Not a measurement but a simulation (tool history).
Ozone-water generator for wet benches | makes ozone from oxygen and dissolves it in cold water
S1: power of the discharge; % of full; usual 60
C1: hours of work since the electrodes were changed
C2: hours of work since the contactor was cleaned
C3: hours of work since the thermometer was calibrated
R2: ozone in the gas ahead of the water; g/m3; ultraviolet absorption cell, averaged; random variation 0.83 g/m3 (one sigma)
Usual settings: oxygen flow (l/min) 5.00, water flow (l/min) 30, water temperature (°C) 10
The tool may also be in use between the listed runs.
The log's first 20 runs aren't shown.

{"run": 21, "hour": 3305.4, "S1": 95, "oxygen flow (l/min)": 7.98, "water flow (l/min)": 48, "water temperature (°C)": 15, "C1": 3228, "C2": 424, "C3": 2010, "dissolved ozone (ppm)": 11.2, "R2": 134.8}
{"run": 22, "hour": 3411.2, "S1": 72, "oxygen flow (l/min)": 7.93, "water flow (l/min)": 46, "water temperature (°C)": 11, "C1": 3300, "C2": 497, "C3": 2082, "dissolved ozone (ppm)": 9.9, "R2": 109.9}
{"run": 23, "hour": 3607.2, "S1": 72, "oxygen flow (l/min)": 7.93, "water flow (l/min)": 46, "water temperature (°C)": 11, "C1": 3434, "C2": 631, "C3": 2217, "dissolved ozone (ppm)": 9.7, "R2": 109.0}
{"run": 24, "hour": 3711.6, "S1": 85, "oxygen flow (l/min)": 3.31, "water flow (l/min)": 31, "water temperature (°C)": 7, "C1": 3506, "C2": 702, "C3": 2288, "dissolved ozone (ppm)": 14.3, "R2": 210.4}
{"run": 25, "hour": 3806.7, "S1": 40, "oxygen flow (l/min)": 3.76, "water flow (l/min)": 33, "water temperature (°C)": 8, "C1": 3571, "C2": 767, "C3": 2353, "dissolved ozone (ppm)": 8.0, "R2": 114.1}
{"run": 26, "hour": 3960.1, "S1": 40, "oxygen flow (l/min)": 3.76, "water flow (l/min)": 33, "water temperature (°C)": 8, "C1": 3676, "C2": 873, "C3": 2459, "dissolved ozone (ppm)": 7.9, "R2": 112.0}
{"run": 27, "hour": 4169.8, "S1": 40, "oxygen flow (l/min)": 3.76, "water flow (l/min)": 33, "water temperature (°C)": 8, "C1": 3820, "C2": 1016, "C3": 2602, "dissolved ozone (ppm)": 8.1, "R2": 112.4}
{"run": 28, "hour": 4320.7, "S1": 60, "oxygen flow (l/min)": 5.0, "water flow (l/min)": 30, "water temperature (°C)": 16, "C1": 3923, "C2": 1120, "C3": 2705, "dissolved ozone (ppm)": 11.2, "R2": 125.8}
{"run": 29, "hour": 4461.7, "S1": 60, "oxygen flow (l/min)": 5.0, "water flow (l/min)": 30, "water temperature (°C)": 16, "C1": 4020, "C2": 1216, "C3": 2802, "dissolved ozone (ppm)": 11.2, "R2": 126.7}
{"run": 30, "hour": 4559.0, "S1": 60, "oxygen flow (l/min)": 5.0, "water flow (l/min)": 30, "water temperature (°C)": 16, "C1": 4086, "C2": 1283, "C3": 2869, "dissolved ozone (ppm)": 11.1, "R2": 126.1}
{"run": 31, "hour": 4778.3, "S1": 49, "oxygen flow (l/min)": 2.71, "water flow (l/min)": 30, "water temperature (°C)": 10, "C1": 4237, "C2": 1433, "C3": 3019, "dissolved ozone (ppm)": 9.3, "R2": 159.1}
{"run": 32, "hour": 4973.8, "S1": 90, "oxygen flow (l/min)": 2.71, "water flow (l/min)": 37, "water temperature (°C)": 10, "C1": 4370, "C2": 1567, "C3": 3153, "dissolved ozone (ppm)": 11.7, "R2": 247.0}

The next listed run, before its measurement:
{"run": 33, "hour": 5156.2, "S1": 90, "oxygen flow (l/min)": 2.71, "water flow (l/min)": 37, "water temperature (°C)": 10, "C1": 4495, "C2": 1692, "C3": 3278, "dissolved ozone (ppm)": "?", "R2": "?"}

Run 33 gave dissolved ozone (ppm) 11.6, R2 246.7 g/m3.
Without the tool's hidden state the same run would have given dissolved ozone (ppm) 12.4, R2 262.3 g/m3.

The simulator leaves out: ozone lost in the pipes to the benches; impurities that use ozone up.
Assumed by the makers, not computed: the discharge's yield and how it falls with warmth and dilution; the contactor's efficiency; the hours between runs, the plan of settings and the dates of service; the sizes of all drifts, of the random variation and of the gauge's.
